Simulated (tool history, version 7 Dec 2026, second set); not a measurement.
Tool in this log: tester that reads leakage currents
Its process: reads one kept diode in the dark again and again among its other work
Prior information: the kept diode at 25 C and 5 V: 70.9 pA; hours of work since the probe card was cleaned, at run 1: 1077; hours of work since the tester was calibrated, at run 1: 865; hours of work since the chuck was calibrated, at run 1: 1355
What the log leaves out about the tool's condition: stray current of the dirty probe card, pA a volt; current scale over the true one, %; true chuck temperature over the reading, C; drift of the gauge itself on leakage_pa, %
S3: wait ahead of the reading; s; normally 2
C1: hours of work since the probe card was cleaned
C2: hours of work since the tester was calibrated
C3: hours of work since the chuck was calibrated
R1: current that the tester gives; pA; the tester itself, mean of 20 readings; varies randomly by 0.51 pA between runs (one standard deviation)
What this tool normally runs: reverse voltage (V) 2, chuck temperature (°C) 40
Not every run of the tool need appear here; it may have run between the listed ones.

run 1 hour=0 | reverse_voltage_(V)=2 chuck_temperature_(°C)=40 S3=2 | C1=1077 C2=865 C3=1355 | R1=152.72
run 2 hour=92.2 | reverse_voltage_(V)=2 chuck_temperature_(°C)=40 S3=6.87 | C1=1126 C2=915 C3=1405 | R1=152.26
run 3 hour=196.3 | reverse_voltage_(V)=2 chuck_temperature_(°C)=40 S3=1.54 | C1=1183 C2=971 C3=1461 | R1=151.22
run 4 hour=272.4 | reverse_voltage_(V)=2 chuck_temperature_(°C)=40 S3=9.05 | C1=1224 C2=1012 C3=1502 | R1=150.74
run 5 hour=332.6 | reverse_voltage_(V)=2 chuck_temperature_(°C)=49 S3=2 | C1=1256 C2=1045 C3=1535 | R1=292.84
run 6 hour=462.9 | reverse_voltage_(V)=2 chuck_temperature_(°C)=46 S3=2 | C1=1327 C2=1115 C3=1605 | R1=233.7
run 7 hour=536.1 | reverse_voltage_(V)=2 chuck_temperature_(°C)=46 S3=2 | C1=1366 C2=1155 C3=1645 | R1=233.3
run 8 hour=634.5 | reverse_voltage_(V)=2 chuck_temperature_(°C)=46 S3=2 | C1=1420 C2=1208 C3=1698 | R1=232.3
run 9 hour=765.7 | reverse_voltage_(V)=19.34 chuck_temperature_(°C)=40 S3=2 | C1=1490 C2=1279 C3=1769 | R1=344.11
-- hour=807.6 chuck's temperature calibrated
run 10 hour=836.4 | reverse_voltage_(V)=2 chuck_temperature_(°C)=40 S3=2 | C1=1528 C2=1316 C3=16 | R1=138.18
run 11 hour=959.9 | reverse_voltage_(V)=2 chuck_temperature_(°C)=40 S3=2 | C1=1594 C2=1383 C3=82 | R1=137.6
run 12 hour=1041.8 | reverse_voltage_(V)=2 chuck_temperature_(°C)=40 S3=2 | C1=1639 C2=1427 C3=127 | R1=137.32
-- hour=1073.5 chuck's temperature calibrated, once more
run 13 hour=1131.3 | reverse_voltage_(V)=2 chuck_temperature_(°C)=40 S3=0.4 | C1=1686 C2=1474 C3=31 | R1=177.42
run 14 hour=1201.4 | reverse_voltage_(V)=2 chuck_temperature_(°C)=40 S3=0.32 | C1=1724 C2=1512 C3=69 | R1=177.38
run 15 hour=1336.4 | reverse_voltage_(V)=2 chuck_temperature_(°C)=40 S3=0.32 | C1=1797 C2=1585 C3=142 | R1=176.17
run 16 hour=1429.1 | reverse_voltage_(V)=2 chuck_temperature_(°C)=40 S3=0.32 | C1=1847 C2=1635 C3=192 | R1=176.11
run 17 hour=1524.7 | reverse_voltage_(V)=18.87 chuck_temperature_(°C)=40 S3=0.6 | C1=1899 C2=1687 C3=244 | R1=405.68
run 18 hour=1609.7 | reverse_voltage_(V)=1.6 chuck_temperature_(°C)=40 S3=6.84 | C1=1945 C2=1733 C3=290 | R1=158.65
-- hour=1634 probe card cleaned and baked
run 19 hour=1721.6 | reverse_voltage_(V)=2 chuck_temperature_(°C)=34 S3=0.46 | C1=47 C2=1792 C3=349 | R1=107.1
run 20 hour=1824.2 | reverse_voltage_(V)=10.09 chuck_temperature_(°C)=26 S3=1.54 | C1=103 C2=1847 C3=404 | R1=99.13
run 21 hour=1889.7 | reverse_voltage_(V)=7.72 chuck_temperature_(°C)=24 S3=2 | C1=138 C2=1883 C3=440 | R1=75.87

Forecast run 22:
run 22 hour=1994.8 | reverse_voltage_(V)=7.43 chuck_temperature_(°C)=25 S3=0.37 | C1=195 C2=1939 C3=496 | R1=?

R1: 87.04 pA
Take away the tool's hidden state, keep the run-to-run variation as it was, and the same run would have given R1 88.33 pA.
